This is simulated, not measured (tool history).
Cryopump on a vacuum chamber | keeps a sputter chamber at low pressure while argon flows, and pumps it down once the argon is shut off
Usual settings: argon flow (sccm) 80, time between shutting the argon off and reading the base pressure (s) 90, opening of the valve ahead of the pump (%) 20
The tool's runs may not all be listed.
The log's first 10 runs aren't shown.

run,hour,argon flow (sccm),time between shutting the argon off and reading the base pressure (s),opening of the valve ahead of the pump (%),pressure while argon flows (Pa),pressure after the wait (uPa)
11,488.9,80,90,20,0.2946,1.13
12,530.6,80,90,20,0.2943,1.17
13,580.7,80,90,20,0.2974,1.26
14,618.4,80,90,20,0.2978,1.28
15,655.3,80,90,20,0.2999,1.33
16,684.2,80,90,20,0.2994,1.39
17,719.8,80,90,20,0.3011,1.48
18,766.7,80,90,20,0.2997,1.46
19,814.5,71,26,32,0.1749,2.00
20,846.1,62,47,32,0.1518,1.78
# hour 865.3: pump warmed up, emptied and cooled again
21,904.6,52,194,26,0.1440,1.24
22,951.9,52,194,26,0.1440,1.31
23,980.4,52,194,26,0.1438,1.33
24,1034.6,155,90,33,0.3444,1.49
25,1097.8,46,96,22,0.1530,1.52
26,1159.8,57,258,49,0.0875,1.50
27,1203.8,57,258,49,0.0880,1.59
28,1262.7,57,46,49,0.0896,1.90
29,1291.5,58,78,36,0.1218,1.83
30,1318.2,58,78,36,0.1228,1.90
31,1380.7,58,265,28,0.1558,1.88
32,1415.0,80,90,23,0.2605,1.98
33,1467.6,111,55,23,0.3637,2.26

Forecast run 34:
34,1498.1,111,55,23,?,?

{"run 34": {"pressure while argon flows (Pa)": 0.3617, "pressure after the wait (uPa)": 2.26}}
Without the tool's hidden state the same run would have given pressure while argon flows (Pa) 0.3407, pressure after the wait (uPa) 0.37.
